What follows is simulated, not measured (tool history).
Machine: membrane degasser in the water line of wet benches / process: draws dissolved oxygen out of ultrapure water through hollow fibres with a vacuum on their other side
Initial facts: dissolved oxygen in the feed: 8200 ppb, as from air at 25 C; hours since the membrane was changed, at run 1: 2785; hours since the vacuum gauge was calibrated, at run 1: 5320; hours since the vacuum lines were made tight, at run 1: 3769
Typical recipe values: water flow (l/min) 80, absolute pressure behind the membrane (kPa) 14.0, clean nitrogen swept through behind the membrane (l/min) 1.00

run,hour,water flow (l/min),absolute pressure behind the membrane (kPa),clean nitrogen swept through behind the membrane (l/min),hours since the membrane was changed,hours since the vacuum gauge was calibrated,hours since the vacuum lines were made tight,dissolved oxygen in the water behind the degasser (ppb),pressure that the water loses in the fibres (kPa)
1,0.0,80,14.0,1.00,2785,5320,3769,1327.7,63.25
2,78.7,80,14.0,1.00,2864,5399,3848,1323.3,63.95
3,249.6,80,14.0,1.00,3035,5570,4019,1331.6,63.49
4,336.7,80,14.0,1.00,3122,5657,4106,1332.9,63.85
5,461.1,80,14.0,1.00,3247,5781,4230,1330.6,63.98
6,596.9,80,14.0,1.00,3382,5917,4366,1331.5,64.04
7,695.4,84,14.0,1.00,3481,6016,4464,1380.2,66.62
8,824.4,84,14.0,1.00,3610,6145,4593,1376.9,66.96
9,982.9,84,14.0,1.00,3768,6303,4752,1374.7,67.14
10,1113.8,84,14.0,1.00,3899,6434,4883,1376.2,67.15
11,1244.9,81,14.0,1.00,4030,6565,5014,1344.8,64.89
12,1416.3,81,30.1,1.00,4202,6737,5185,2753.9,64.97
13,1588.8,81,30.1,1.00,4374,6909,5358,2757.5,64.48
14,1681.4,49,14.0,1.00,4467,7002,5450,960.3,39.46
15,1788.7,98,19.5,0.76,4574,7109,5558,2432.3,78.99
16,1932.7,98,13.7,0.65,4718,7253,5702,1859.3,78.07
# hour 2105.4: vacuum gauge calibrated
17,2105.4,80,27.1,1.00,4890,0,5874,2483.2,64.28
18,2208.1,72,8.9,2.45,4993,103,5977,357.9,57.65

Run 19, settings as shown, results not yet in. Your forecast:
19,2323.0,72,8.9,2.45,5108,218,6091,?,?

{"run 19": {"dissolved oxygen in the water behind the degasser (ppb)": 358.4, "pressure that the water loses in the fibres (kPa)": 57.66}}
Were there no unlogged condition in the tool, this run, its random variation unchanged, would have produced dissolved oxygen in the water behind the degasser (ppb) 352.7, pressure that the water loses in the fibres (kPa) 56.11.
